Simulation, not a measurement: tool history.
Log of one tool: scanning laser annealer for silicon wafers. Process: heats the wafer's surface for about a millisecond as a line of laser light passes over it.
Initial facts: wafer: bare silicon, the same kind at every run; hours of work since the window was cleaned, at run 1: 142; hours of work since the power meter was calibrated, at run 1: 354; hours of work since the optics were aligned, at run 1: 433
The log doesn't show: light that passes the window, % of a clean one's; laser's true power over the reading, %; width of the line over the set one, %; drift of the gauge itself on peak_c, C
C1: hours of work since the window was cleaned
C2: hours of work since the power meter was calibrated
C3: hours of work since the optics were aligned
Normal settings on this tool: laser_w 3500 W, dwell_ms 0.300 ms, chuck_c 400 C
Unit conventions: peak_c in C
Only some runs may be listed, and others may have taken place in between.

run 1 hour=0.0 | laser_w=3500 dwell_ms=0.300 chuck_c=400 | C1=142 C2=354 C3=433 | peak_c=1158
run 2 hour=13.3 | laser_w=3500 dwell_ms=0.300 chuck_c=400 | C1=152 C2=364 C3=443 | peak_c=1157
run 3 hour=23.6 | laser_w=3500 dwell_ms=0.300 chuck_c=400 | C1=160 C2=372 C3=451 | peak_c=1158
run 4 hour=33.0 | laser_w=3500 dwell_ms=0.300 chuck_c=400 | C1=167 C2=379 C3=458 | peak_c=1156
run 5 hour=45.8 | laser_w=3500 dwell_ms=0.300 chuck_c=400 | C1=177 C2=389 C3=468 | peak_c=1157
run 6 hour=58.1 | laser_w=3500 dwell_ms=0.300 chuck_c=400 | C1=186 C2=398 C3=477 | peak_c=1157
run 7 hour=65.3 | laser_w=3500 dwell_ms=0.300 chuck_c=400 | C1=191 C2=404 C3=483 | peak_c=1159
run 8 hour=72.9 | laser_w=3500 dwell_ms=0.300 chuck_c=400 | C1=197 C2=410 C3=488 | peak_c=1154
run 9 hour=80.8 | laser_w=3500 dwell_ms=0.300 chuck_c=400 | C1=203 C2=416 C3=494 | peak_c=1155
run 10 hour=88.3 | laser_w=3500 dwell_ms=0.310 chuck_c=400 | C1=209 C2=421 C3=500 | peak_c=1174
run 11 hour=97.9 | laser_w=3500 dwell_ms=0.310 chuck_c=400 | C1=216 C2=428 C3=507 | peak_c=1171
run 12 hour=112.5 | laser_w=3500 dwell_ms=0.269 chuck_c=400 | C1=227 C2=439 C3=518 | peak_c=1107
run 13 hour=125.6 | laser_w=3500 dwell_ms=0.269 chuck_c=400 | C1=237 C2=449 C3=528 | peak_c=1107
run 14 hour=139.3 | laser_w=3500 dwell_ms=0.269 chuck_c=400 | C1=247 C2=460 C3=539 | peak_c=1107
run 15 hour=151.1 | laser_w=3500 dwell_ms=0.269 chuck_c=400 | C1=256 C2=469 C3=548 | peak_c=1106
run 16 hour=163.6 | laser_w=3500 dwell_ms=0.300 chuck_c=371 | C1=266 C2=478 C3=557 | peak_c=1127
run 17 hour=177.1 | laser_w=3500 dwell_ms=0.300 chuck_c=371 | C1=276 C2=488 C3=567 | peak_c=1123
run 18 hour=186.3 | laser_w=3500 dwell_ms=0.300 chuck_c=400 | C1=283 C2=495 C3=574 | peak_c=1154
run 19 hour=200.6 | laser_w=3500 dwell_ms=0.300 chuck_c=400 | C1=294 C2=506 C3=585 | peak_c=1153
run 20 hour=209.0 | laser_w=3500 dwell_ms=0.300 chuck_c=400 | C1=300 C2=513 C3=591 | peak_c=1155
run 21 hour=214.9 | laser_w=3500 dwell_ms=0.300 chuck_c=400 | C1=305 C2=517 C3=596 | peak_c=1158
run 22 hour=229.4 | laser_w=3574 dwell_ms=0.337 chuck_c=400 | C1=316 C2=528 C3=607 | peak_c=1229
run 23 hour=237.0 | laser_w=3262 dwell_ms=0.246 chuck_c=414 | C1=321 C2=534 C3=613 | peak_c=1024
run 24 hour=246.8 | laser_w=3618 dwell_ms=0.246 chuck_c=421 | C1=329 C2=541 C3=620 | peak_c=1118
run 25 hour=254.7 | laser_w=3494 dwell_ms=0.212 chuck_c=377 | C1=335 C2=547 C3=626 | peak_c=984
run 26 hour=262.4 | laser_w=3494 dwell_ms=0.212 chuck_c=377 | C1=340 C2=553 C3=632 | peak_c=984
run 27 hour=271.6 | laser_w=3494 dwell_ms=0.212 chuck_c=377 | C1=347 C2=560 C3=639 | peak_c=983
run 28 hour=279.3 | laser_w=3494 dwell_ms=0.212 chuck_c=377 | C1=353 C2=566 C3=645 | peak_c=986
run 29 hour=288.0 | laser_w=3494 dwell_ms=0.376 chuck_c=401 | C1=360 C2=572 C3=651 | peak_c=1259
run 30 hour=302.7 | laser_w=3752 dwell_ms=0.291 chuck_c=400 | C1=371 C2=583 C3=662 | peak_c=1212
run 31 hour=309.7 | laser_w=3448 dwell_ms=0.300 chuck_c=400 | C1=376 C2=589 C3=668 | peak_c=1131
run 32 hour=318.7 | laser_w=3448 dwell_ms=0.300 chuck_c=400 | C1=383 C2=596 C3=674 | peak_c=1136
run 33 hour=329.8 | laser_w=3448 dwell_ms=0.300 chuck_c=400 | C1=391 C2=604 C3=683 | peak_c=1133
run 34 hour=344.4 | laser_w=3687 dwell_ms=0.244 chuck_c=392 | C1=403 C2=615 C3=694 | peak_c=1101
run 35 hour=358.7 | laser_w=3687 dwell_ms=0.244 chuck_c=392 | C1=413 C2=626 C3=705 | peak_c=1101
run 36 hour=372.5 | laser_w=2999 dwell_ms=0.244 chuck_c=386 | C1=424 C2=636 C3=715 | peak_c=925
run 37 hour=381.7 | laser_w=3172 dwell_ms=0.233 chuck_c=371 | C1=431 C2=643 C3=722 | peak_c=934
run 38 hour=394.6 | laser_w=3500 dwell_ms=0.222 chuck_c=365 | C1=440 C2=653 C3=732 | peak_c=989
run 39 hour=406.5 | laser_w=3500 dwell_ms=0.222 chuck_c=365 | C1=449 C2=662 C3=741 | peak_c=991
run 40 hour=418.8 | laser_w=3500 dwell_ms=0.224 chuck_c=412 | C1=459 C2=671 C3=750 | peak_c=1039
run 41 hour=432.8 | laser_w=3500 dwell_ms=0.300 chuck_c=368 | C1=469 C2=682 C3=761 | peak_c=1113
run 42 hour=441.2 | laser_w=3643 dwell_ms=0.256 chuck_c=377 | C1=476 C2=688 C3=767 | peak_c=1089

Each run again, without the hidden state but with its own random variation kept:
run=1 peak_c=1169
run=2 peak_c=1168
run=3 peak_c=1170
run=4 peak_c=1168
run=5 peak_c=1169
run=6 peak_c=1169
run=7 peak_c=1171
run=8 peak_c=1167
run=9 peak_c=1168
run=10 peak_c=1188
run=11 peak_c=1185
run=12 peak_c=1120
run=13 peak_c=1120
run=14 peak_c=1121
run=15 peak_c=1120
run=16 peak_c=1142
run=17 peak_c=1139
run=18 peak_c=1170
run=19 peak_c=1169
run=20 peak_c=1172
run=21 peak_c=1174
run=22 peak_c=1248
run=23 peak_c=1039
run=24 peak_c=1134
run=25 peak_c=999
run=26 peak_c=999
run=27 peak_c=998
run=28 peak_c=1001
run=29 peak_c=1281
run=30 peak_c=1233
run=31 peak_c=1150
run=32 peak_c=1155
run=33 peak_c=1153
run=34 peak_c=1121
run=35 peak_c=1121
run=36 peak_c=940
run=37 peak_c=951
run=38 peak_c=1008
run=39 peak_c=1010
run=40 peak_c=1058
run=41 peak_c=1136
run=42 peak_c=1112

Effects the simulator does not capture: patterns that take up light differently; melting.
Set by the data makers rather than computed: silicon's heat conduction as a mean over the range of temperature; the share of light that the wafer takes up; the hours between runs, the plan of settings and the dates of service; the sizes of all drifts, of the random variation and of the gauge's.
